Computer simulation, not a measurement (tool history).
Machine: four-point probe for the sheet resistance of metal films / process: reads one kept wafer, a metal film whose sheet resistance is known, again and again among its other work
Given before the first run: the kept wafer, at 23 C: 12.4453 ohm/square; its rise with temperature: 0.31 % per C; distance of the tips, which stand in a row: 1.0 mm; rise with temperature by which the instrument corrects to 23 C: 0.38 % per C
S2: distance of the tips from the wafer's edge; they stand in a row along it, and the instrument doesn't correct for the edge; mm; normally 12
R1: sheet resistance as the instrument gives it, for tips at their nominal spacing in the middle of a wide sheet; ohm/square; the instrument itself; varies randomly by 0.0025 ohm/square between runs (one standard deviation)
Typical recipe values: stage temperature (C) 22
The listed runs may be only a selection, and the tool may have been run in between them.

run 1 hour=0.0 | stage_temperature_(C)=22 S2=12 | R1=12.630040
run 2 hour=59.1 | stage_temperature_(C)=22 S2=12 | R1=12.626754
run 3 hour=110.6 | stage_temperature_(C)=22 S2=12 | R1=12.635243
run 4 hour=164.7 | stage_temperature_(C)=22 S2=12 | R1=12.636834
run 5 hour=212.8 | stage_temperature_(C)=22 S2=12 | R1=12.643005
-- hour=219.6 stage's thermometer calibrated
run 6 hour=279.0 | stage_temperature_(C)=22 S2=12 | R1=12.638054
run 7 hour=328.6 | stage_temperature_(C)=24 S2=12 | R1=12.619585
run 8 hour=398.6 | stage_temperature_(C)=24 S2=12 | R1=12.623540
run 9 hour=468.1 | stage_temperature_(C)=22 S2=12 | R1=12.650489
run 10 hour=532.1 | stage_temperature_(C)=27 S2=39 | R1=12.564084
-- hour=559.7 stage's thermometer calibrated, once more
run 11 hour=594.7 | stage_temperature_(C)=26 S2=18 | R1=12.611606
run 12 hour=667.0 | stage_temperature_(C)=30 S2=3 | R1=13.268386
run 13 hour=732.4 | stage_temperature_(C)=30 S2=3 | R1=13.273509
run 14 hour=763.9 | stage_temperature_(C)=28 S2=4 | R1=12.990357
run 15 hour=796.8 | stage_temperature_(C)=31 S2=9 | R1=12.639815
-- hour=823.4 new probe head fitted
run 16 hour=866.4 | stage_temperature_(C)=30 S2=55 | R1=12.377240
run 17 hour=896.4 | stage_temperature_(C)=30 S2=55 | R1=12.378199

Predict each of these 5 candidate next runs independently; none follows another, all start after run 17:
run A hour=944.7 | stage_temperature_(C)=30 S2=18 | R1=?
run B hour=944.7 | stage_temperature_(C)=19 S2=5 | R1=?
run C hour=944.7 | stage_temperature_(C)=22 S2=34 | R1=?
run D hour=944.7 | stage_temperature_(C)=30 S2=11 | R1=?
run E hour=944.7 | stage_temperature_(C)=26 S2=7 | R1=?

run=A R1=12.401350
run=B R1=12.741867
run=C R1=12.459264
run=D R1=12.428816
run=E R1=12.550656
Had the tool no hidden state, the same runs would have come out as:
run=A R1=12.405638
run=B R1=12.746256
run=C R1=12.463566
run=D R1=12.433111
run=E R1=12.554988
